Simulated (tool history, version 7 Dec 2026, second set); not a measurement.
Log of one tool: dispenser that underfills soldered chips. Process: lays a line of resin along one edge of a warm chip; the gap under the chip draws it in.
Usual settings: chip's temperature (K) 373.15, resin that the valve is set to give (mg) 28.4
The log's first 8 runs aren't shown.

run	hour	chip's temperature (K)	resin that the valve is set to give (mg)	hours of work since the syringe was changed	hours of work since the valve was cleaned	hours of work since the stage was calibrated	time until the resin shows at the far edge (s)	resin that the valve gave (mg)
9	46.5	373.15	24.3	8	56	200	138.4	23.48
# hour 50.5: new syringe of resin
10	54.3	373.15	26.9	3	61	205	112	25.72
11	61.8	373.15	26.9	8	66	210	132.8	25.85
# hour 66: new syringe of resin
12	66.9	373.15	34.6	1	69	214	102.3	32.99
13	73.1	373.15	34.6	5	73	218	115.3	33.02
14	80.7	373.15	28.4	10	79	223	139.7	27.14
# hour 81.6: new syringe of resin
15	87.2	373.15	28.4	4	83	228	114.8	26.98
16	94.1	373.15	27.5	9	88	232	134.5	26.07
# hour 97.4: new syringe of resin
17	99.6	373.15	27.5	2	91	236	109.3	26.02
18	104.7	373.15	27.5	5	95	239	123.5	25.93
19	111.9	375.15	35.8	10	100	244	130.3	33.67
# hour 113.3: new syringe of resin
20	117.6	363.15	35.8	3	103	248	148.1	33.24
21	122.6	359.15	30.1	6	107	251	195.3	28.04
# hour 129.2: new syringe of resin
22	129.5	375.15	33.7	0	111	256	95.3	31.42
23	132.9	373.15	24.6	3	114	258	116.3	23.06
24	140.2	380.15	28.4	8	119	263	106.3	26.25
# hour 145: new syringe of resin
25	145.2	380.15	28.4	0	122	267	83.6	26.15
26	152.5	373.15	28.2	5	127	272	120.4	26
27	157.8	373.15	28.2	9	131	275	138.1	25.7
# hour 160.6: new syringe of resin
28	164.4	373.15	28.2	3	135	280	109.1	25.84
29	169.7	366.15	28.4	6	139	283	155.4	25.69
30	173	366.15	28.4	9	141	286	167.6	25.7
# hour 176.3: new syringe of resin
31	176.9	382.15	35.8	0	143	288	77	32.64
# hour 181.3: dispensing valve cleaned and set on the balance
32	182.7	372.15	34.3	4	1	291	115.8	34.2
33	188.9	380.15	28.9	8	5	296	104.8	29.08

Run 34 comes next. What will it give?
# hour 193.1: new syringe of resin
34	195.3	380.15	28.9	2	9	300	?	?

Run 34 gave time until the resin shows at the far edge (s) 84, resin that the valve gave (mg) 28.84.
Without the tool's hidden state the same run would have given time until the resin shows at the far edge (s) 85.8, resin that the valve gave (mg) 28.91.

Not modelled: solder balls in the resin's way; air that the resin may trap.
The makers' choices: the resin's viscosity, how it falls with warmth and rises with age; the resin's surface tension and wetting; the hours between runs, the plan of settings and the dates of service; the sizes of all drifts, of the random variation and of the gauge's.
